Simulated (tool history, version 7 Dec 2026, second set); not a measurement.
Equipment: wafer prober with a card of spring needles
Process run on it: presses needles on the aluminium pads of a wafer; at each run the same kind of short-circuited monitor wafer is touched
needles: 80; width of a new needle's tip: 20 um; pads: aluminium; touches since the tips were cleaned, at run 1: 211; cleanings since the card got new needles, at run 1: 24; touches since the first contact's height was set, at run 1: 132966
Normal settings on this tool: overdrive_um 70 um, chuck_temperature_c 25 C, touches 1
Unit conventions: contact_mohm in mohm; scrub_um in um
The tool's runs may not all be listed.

| run | hour | overdrive_um | chuck_temperature_c | touches | touches since the tips were cleaned | cleanings since the card got new needles | touches since the first contact's height was set | contact_mohm | scrub_um |
|---|---|---|---|---|---|---|---|---|---|
| 1 | 0.0 | 70 | 25 | 1 | 211 | 24 | 132966 | 267 | 8.54 |
|  | 15.4 | tips cleaned on abrasive film |
| 2 | 17.0 | 80 | 25 | 1 | 522 | 25 | 138433 | 266 | 9.80 |
|  | 32.5 | tips cleaned on abrasive film |
| 3 | 41.7 | 57 | 25 | 1 | 2987 | 26 | 146391 | 267 | 6.97 |
|  | 48.6 | tips cleaned on abrasive film |
| 4 | 59.4 | 57 | 25 | 1 | 3478 | 27 | 152075 | 273 | 6.98 |
|  | 65.7 | tips cleaned on abrasive film |
|  | 81.7 | tips cleaned on abrasive film |
| 5 | 84.1 | 57 | 25 | 1 | 782 | 29 | 160024 | 268 | 7.01 |
|  | 97.0 | tips cleaned on abrasive film |
| 6 | 102.1 | 57 | 25 | 1 | 1634 | 30 | 165809 | 266 | 6.99 |
|  | 113.1 | tips cleaned on abrasive film |
| 7 | 121.4 | 57 | 25 | 1 | 2706 | 31 | 172040 | 266 | 7.02 |
|  | 128.9 | tips cleaned on abrasive film |
| 8 | 136.8 | 57 | 25 | 1 | 2537 | 32 | 176964 | 266 | 7.05 |
|  | 145.0 | tips cleaned on abrasive film |
| 9 | 151.5 | 57 | 105 | 2 | 2120 | 33 | 181708 | 288 | 7.02 |
|  | 161.0 | tips cleaned on abrasive film |
| 10 | 167.4 | 70 | 25 | 2 | 2093 | 34 | 186821 | 264 | 8.64 |
|  | 177.4 | tips cleaned on abrasive film |
| 11 | 184.5 | 70 | 25 | 2 | 2295 | 35 | 192298 | 262 | 8.63 |
|  | 194.4 | tips cleaned on abrasive film |
| 12 | 207.7 | 86 | 27 | 1 | 4303 | 36 | 199791 | 264 | 10.63 |
|  | 211.5 | tips cleaned on abrasive film |
| 13 | 222.8 | 52 | 113 | 1 | 3657 | 37 | 204630 | 294 | 6.39 |

Below are 3 alternative next runs, each starting from the tool's condition after run 13. Predict each:
|  | 227.8 | tips cleaned on abrasive film |
| A | 233.7 | 70 | 25 | 3 | 1897 | 38 | 208129 | ? | ? |
|  | 227.8 | tips cleaned on abrasive film |
| B | 233.7 | 70 | 83 | 1 | 1897 | 38 | 208129 | ? | ? |
|  | 227.8 | tips cleaned on abrasive film |
| C | 233.7 | 66 | 25 | 1 | 1897 | 38 | 208129 | ? | ? |

| run | contact_mohm | scrub_um |
|---|---|---|
| A | 268 | 8.66 |
| B | 284 | 8.67 |
| C | 266 | 8.13 |
Stripped of hidden state, with their random variation kept, the same runs would have yielded:
| run | contact_mohm | scrub_um |
|---|---|---|
| A | 268 | 8.58 |
| B | 284 | 8.60 |
| C | 266 | 8.06 |
